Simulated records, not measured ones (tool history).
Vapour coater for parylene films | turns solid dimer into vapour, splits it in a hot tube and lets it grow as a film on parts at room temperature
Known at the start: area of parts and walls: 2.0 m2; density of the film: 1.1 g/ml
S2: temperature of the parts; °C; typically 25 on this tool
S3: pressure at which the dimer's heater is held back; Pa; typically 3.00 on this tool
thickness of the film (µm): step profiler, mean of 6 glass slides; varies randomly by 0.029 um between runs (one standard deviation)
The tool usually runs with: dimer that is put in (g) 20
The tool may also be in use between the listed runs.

{"run": 1, "day": 0.0, "dimer that is put in (g)": 20, "S2": 25, "S3": 3.0, "thickness of the film (µm)": 5.97}
{"run": 2, "day": 2.8, "dimer that is put in (g)": 20, "S2": 27, "S3": 3.0, "thickness of the film (µm)": 5.36}
{"run": 3, "day": 5.629, "dimer that is put in (g)": 20, "S2": 27, "S3": 3.0, "thickness of the film (µm)": 5.35}
{"run": 4, "day": 7.588, "dimer that is put in (g)": 20, "S2": 25, "S3": 3.0, "thickness of the film (µm)": 5.86}
{"run": 5, "day": 9.675, "dimer that is put in (g)": 20, "S2": 25, "S3": 3.0, "thickness of the film (µm)": 5.8}
{"day": 12.162, "done": "trap's valve overhauled"}
{"run": 6, "day": 12.962, "dimer that is put in (g)": 20, "S2": 25, "S3": 10.47, "thickness of the film (µm)": 5.18}
{"run": 7, "day": 15.567, "dimer that is put in (g)": 20, "S2": 31, "S3": 3.0, "thickness of the film (µm)": 4.61}
{"run": 8, "day": 18.262, "dimer that is put in (g)": 20, "S2": 31, "S3": 3.0, "thickness of the film (µm)": 4.57}
{"run": 9, "day": 20.104, "dimer that is put in (g)": 20, "S2": 25, "S3": 3.0, "thickness of the film (µm)": 6.18}
{"run": 10, "day": 22.725, "dimer that is put in (g)": 20, "S2": 25, "S3": 2.22, "thickness of the film (µm)": 6.39}
{"run": 11, "day": 25.138, "dimer that is put in (g)": 20, "S2": 25, "S3": 3.0, "thickness of the film (µm)": 6.13}
{"run": 12, "day": 27.162, "dimer that is put in (g)": 20, "S2": 25, "S3": 3.0, "thickness of the film (µm)": 6.11}
{"run": 13, "day": 29.733, "dimer that is put in (g)": 20, "S2": 25, "S3": 3.0, "thickness of the film (µm)": 6.02}
{"run": 14, "day": 31.104, "dimer that is put in (g)": 20, "S2": 25, "S3": 7.0, "thickness of the film (µm)": 5.32}
{"run": 15, "day": 34.092, "dimer that is put in (g)": 20, "S2": 25, "S3": 7.0, "thickness of the film (µm)": 5.34}
{"run": 16, "day": 36.233, "dimer that is put in (g)": 20, "S2": 25, "S3": 7.0, "thickness of the film (µm)": 5.23}
{"run": 17, "day": 37.95, "dimer that is put in (g)": 20, "S2": 25, "S3": 7.0, "thickness of the film (µm)": 5.23}
{"run": 18, "day": 39.258, "dimer that is put in (g)": 20, "S2": 25, "S3": 7.0, "thickness of the film (µm)": 5.23}
{"run": 19, "day": 41.233, "dimer that is put in (g)": 20, "S2": 25, "S3": 3.76, "thickness of the film (µm)": 5.72}
{"run": 20, "day": 43.271, "dimer that is put in (g)": 15, "S2": 20, "S3": 3.76, "thickness of the film (µm)": 5.49}
{"run": 21, "day": 44.612, "dimer that is put in (g)": 10, "S2": 20, "S3": 4.22, "thickness of the film (µm)": 3.6}
{"run": 22, "day": 46.379, "dimer that is put in (g)": 20, "S2": 25, "S3": 4.92, "thickness of the film (µm)": 5.46}
{"day": 49.133, "done": "trap's valve overhauled"}
{"run": 23, "day": 49.438, "dimer that is put in (g)": 20, "S2": 25, "S3": 4.92, "thickness of the film (µm)": 5.88}
{"run": 24, "day": 51.867, "dimer that is put in (g)": 20, "S2": 25, "S3": 4.92, "thickness of the film (µm)": 5.85}
{"run": 25, "day": 54.021, "dimer that is put in (g)": 11, "S2": 25, "S3": 4.83, "thickness of the film (µm)": 3.21}
{"run": 26, "day": 55.683, "dimer that is put in (g)": 20, "S2": 26, "S3": 3.59, "thickness of the film (µm)": 5.81}
{"run": 27, "day": 58.188, "dimer that is put in (g)": 17, "S2": 21, "S3": 5.62, "thickness of the film (µm)": 5.9}
{"run": 28, "day": 60.692, "dimer that is put in (g)": 27, "S2": 22, "S3": 4.78, "thickness of the film (µm)": 9.04}
{"run": 29, "day": 63.654, "dimer that is put in (g)": 20, "S2": 26, "S3": 3.0, "thickness of the film (µm)": 5.84}
{"run": 30, "day": 66.067, "dimer that is put in (g)": 20, "S2": 25, "S3": 2.13, "thickness of the film (µm)": 6.45}

Results per run with the tool's hidden condition removed, run-to-run variation unchanged:
Hidden state at play: vapour lost through the trap's worn valve, %; true temperature of the parts over the reading, C; drift of the gauge itself on film_um, %.
run=1 thickness_of_the_film_(µm)=6.24
run=2 thickness_of_the_film_(µm)=5.64
run=3 thickness_of_the_film_(µm)=5.66
run=4 thickness_of_the_film_(µm)=6.23
run=5 thickness_of_the_film_(µm)=6.19
run=6 thickness_of_the_film_(µm)=5.15
run=7 thickness_of_the_film_(µm)=4.60
run=8 thickness_of_the_film_(µm)=4.59
run=9 thickness_of_the_film_(µm)=6.24
run=10 thickness_of_the_film_(µm)=6.48
run=11 thickness_of_the_film_(µm)=6.24
run=12 thickness_of_the_film_(µm)=6.25
run=13 thickness_of_the_film_(µm)=6.18
run=14 thickness_of_the_film_(µm)=5.49
run=15 thickness_of_the_film_(µm)=5.54
run=16 thickness_of_the_film_(µm)=5.45
run=17 thickness_of_the_film_(µm)=5.47
run=18 thickness_of_the_film_(µm)=5.48
run=19 thickness_of_the_film_(µm)=6.02
run=20 thickness_of_the_film_(µm)=5.80
run=21 thickness_of_the_film_(µm)=3.82
run=22 thickness_of_the_film_(µm)=5.80
run=23 thickness_of_the_film_(µm)=5.79
run=24 thickness_of_the_film_(µm)=5.78
run=25 thickness_of_the_film_(µm)=3.19
run=26 thickness_of_the_film_(µm)=5.78
run=27 thickness_of_the_film_(µm)=5.90
run=28 thickness_of_the_film_(µm)=9.08
run=29 thickness_of_the_film_(µm)=5.90
run=30 thickness_of_the_film_(µm)=6.54
